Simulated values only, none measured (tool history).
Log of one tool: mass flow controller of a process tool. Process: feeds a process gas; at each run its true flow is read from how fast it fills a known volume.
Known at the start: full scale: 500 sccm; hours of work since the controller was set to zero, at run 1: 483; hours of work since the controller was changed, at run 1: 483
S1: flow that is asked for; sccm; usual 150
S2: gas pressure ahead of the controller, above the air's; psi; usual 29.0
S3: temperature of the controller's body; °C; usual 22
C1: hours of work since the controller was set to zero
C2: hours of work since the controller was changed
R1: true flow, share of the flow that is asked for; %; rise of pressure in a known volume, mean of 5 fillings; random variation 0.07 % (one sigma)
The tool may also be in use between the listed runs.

run,day,S1,S2,S3,C1,C2,R1
1,0.000,150,29.0,22,483,483,98.31
2,3.096,150,29.0,26,518,518,97.99
3,7.738,150,29.0,26,569,569,97.92
4,9.958,150,29.0,26,594,594,97.80
5,14.558,361,29.0,22,645,645,99.50
6,18.433,361,29.0,22,688,688,99.42
7,20.933,361,29.0,22,716,716,99.51
8,25.425,361,38.9,22,766,766,98.99
9,28.392,361,38.9,22,799,799,98.88
10,32.625,361,38.9,22,846,846,99.32
11,37.304,361,38.9,23,898,898,98.90
12,41.654,152,38.9,33,946,946,96.94
13,46.558,131,29.0,36,1001,1001,97.12
14,49.646,154,33.9,22,1035,1035,98.42
15,53.404,150,29.3,23,1077,1077,98.50
16,57.904,150,29.3,23,1127,1127,98.49
17,60.142,150,29.3,23,1152,1152,98.54
18,63.738,444,21.9,22,1192,1192,100.24

Forecast each of these 5 alternatives for the next run:
A,68.600,218,24.9,24,1246,1246,?
B,68.600,330,29.0,22,1246,1246,?
C,68.600,235,21.9,25,1246,1246,?
D,68.600,273,32.5,34,1246,1246,?
E,68.600,465,31.2,22,1246,1246,?

run,R1
A,98.88
B,99.32
C,98.83
D,97.73
E,99.97
Without the tool's hidden state the same runs would have given:
run,R1
A,98.44
B,99.14
C,98.45
D,97.45
E,99.94
